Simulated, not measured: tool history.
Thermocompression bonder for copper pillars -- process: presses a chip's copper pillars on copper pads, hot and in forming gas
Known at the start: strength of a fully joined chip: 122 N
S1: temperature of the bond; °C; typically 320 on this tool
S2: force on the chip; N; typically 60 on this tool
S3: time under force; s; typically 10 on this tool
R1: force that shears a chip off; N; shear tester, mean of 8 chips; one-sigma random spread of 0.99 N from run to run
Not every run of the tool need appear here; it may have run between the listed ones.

{"run": 1, "hour": 0.0, "S1": 320, "S2": 60, "S3": 10, "R1": 85.0}
{"run": 2, "hour": 28.9, "S1": 320, "S2": 60, "S3": 10, "R1": 90.0}
{"run": 3, "hour": 43.6, "S1": 320, "S2": 60, "S3": 10, "R1": 85.6}
{"run": 4, "hour": 69.4, "S1": 320, "S2": 51, "S3": 10, "R1": 80.2}
{"run": 5, "hour": 99.5, "S1": 320, "S2": 51, "S3": 10, "R1": 77.8}
{"run": 6, "hour": 128.4, "S1": 320, "S2": 51, "S3": 10, "R1": 78.7}
{"run": 7, "hour": 144.2, "S1": 320, "S2": 60, "S3": 10, "R1": 85.4}
{"run": 8, "hour": 164.2, "S1": 320, "S2": 60, "S3": 10, "R1": 85.9}
{"run": 9, "hour": 195.9, "S1": 320, "S2": 60, "S3": 10, "R1": 88.3}
{"run": 10, "hour": 226.5, "S1": 299, "S2": 60, "S3": 10, "R1": 73.4}
{"run": 11, "hour": 243.2, "S1": 320, "S2": 60, "S3": 10, "R1": 87.5}
{"run": 12, "hour": 269.8, "S1": 320, "S2": 60, "S3": 10, "R1": 85.7}
{"run": 13, "hour": 292.4, "S1": 320, "S2": 60, "S3": 6, "R1": 74.1}
{"run": 14, "hour": 306.7, "S1": 320, "S2": 60, "S3": 6, "R1": 75.6}
{"run": 15, "hour": 329.1, "S1": 320, "S2": 60, "S3": 6, "R1": 73.5}
{"run": 16, "hour": 345.0, "S1": 320, "S2": 60, "S3": 10, "R1": 85.3}
{"run": 17, "hour": 377.4, "S1": 320, "S2": 56, "S3": 10, "R1": 82.9}
{"run": 18, "hour": 406.3, "S1": 320, "S2": 56, "S3": 18, "R1": 95.3}
{"run": 19, "hour": 422.7, "S1": 320, "S2": 56, "S3": 18, "R1": 97.1}
{"run": 20, "hour": 441.7, "S1": 320, "S2": 60, "S3": 7, "R1": 77.6}
{"run": 21, "hour": 465.2, "S1": 312, "S2": 44, "S3": 13, "R1": 74.2}
{"run": 22, "hour": 484.3, "S1": 320, "S2": 37, "S3": 5, "R1": 50.2}
{"run": 23, "hour": 506.7, "S1": 328, "S2": 60, "S3": 9, "R1": 86.7}
{"run": 24, "hour": 536.0, "S1": 297, "S2": 44, "S3": 12, "R1": 61.9}
{"run": 25, "hour": 565.2, "S1": 343, "S2": 38, "S3": 10, "R1": 80.7}
{"run": 26, "hour": 586.1, "S1": 343, "S2": 38, "S3": 10, "R1": 79.4}
{"run": 27, "hour": 602.8, "S1": 307, "S2": 45, "S3": 8, "R1": 59.9}
{"run": 28, "hour": 617.4, "S1": 304, "S2": 60, "S3": 8, "R1": 71.2}
{"run": 29, "hour": 634.1, "S1": 304, "S2": 63, "S3": 11, "R1": 78.5}
{"run": 30, "hour": 652.0, "S1": 304, "S2": 63, "S3": 11, "R1": 82.1}
{"run": 31, "hour": 675.2, "S1": 337, "S2": 37, "S3": 19, "R1": 89.5}
{"run": 32, "hour": 689.7, "S1": 348, "S2": 69, "S3": 10, "R1": 106.8}
{"run": 33, "hour": 715.7, "S1": 348, "S2": 69, "S3": 10, "R1": 103.7}
{"run": 34, "hour": 746.7, "S1": 319, "S2": 60, "S3": 10, "R1": 84.9}
{"run": 35, "hour": 762.8, "S1": 319, "S2": 60, "S3": 10, "R1": 85.0}

Put back what was entered between runs (4 entries, withheld): which listed runs does each sit between, and how does the hidden state differ from the listed run before to the listed run after?
Runs 5 to 6: forming gas filter changed (hour 112.0)
  oxide that the forming gas leaves, % of the face: 1.35 -> 0.57
Runs 12 to 13: heater calibrated with a thermocouple chip (hour 283.8)
  true temperature of the bond over the reading, C: 1.4 -> 0; oxide that the forming gas leaves, % of the face: 1.11 -> 1.19
Runs 16 to 17: forming gas filter changed (hour 364.5)
  force that reaches the chip, % of what is set: 99.9 -> 99.8; oxide that the forming gas leaves, % of the face: 1.41 -> 0.56
Runs 27 to 28: forming gas filter changed (hour 615.8)
  true temperature of the bond over the reading, C: 0.2 -> 0.3; oxide that the forming gas leaves, % of the face: 1.43 -> 0.51
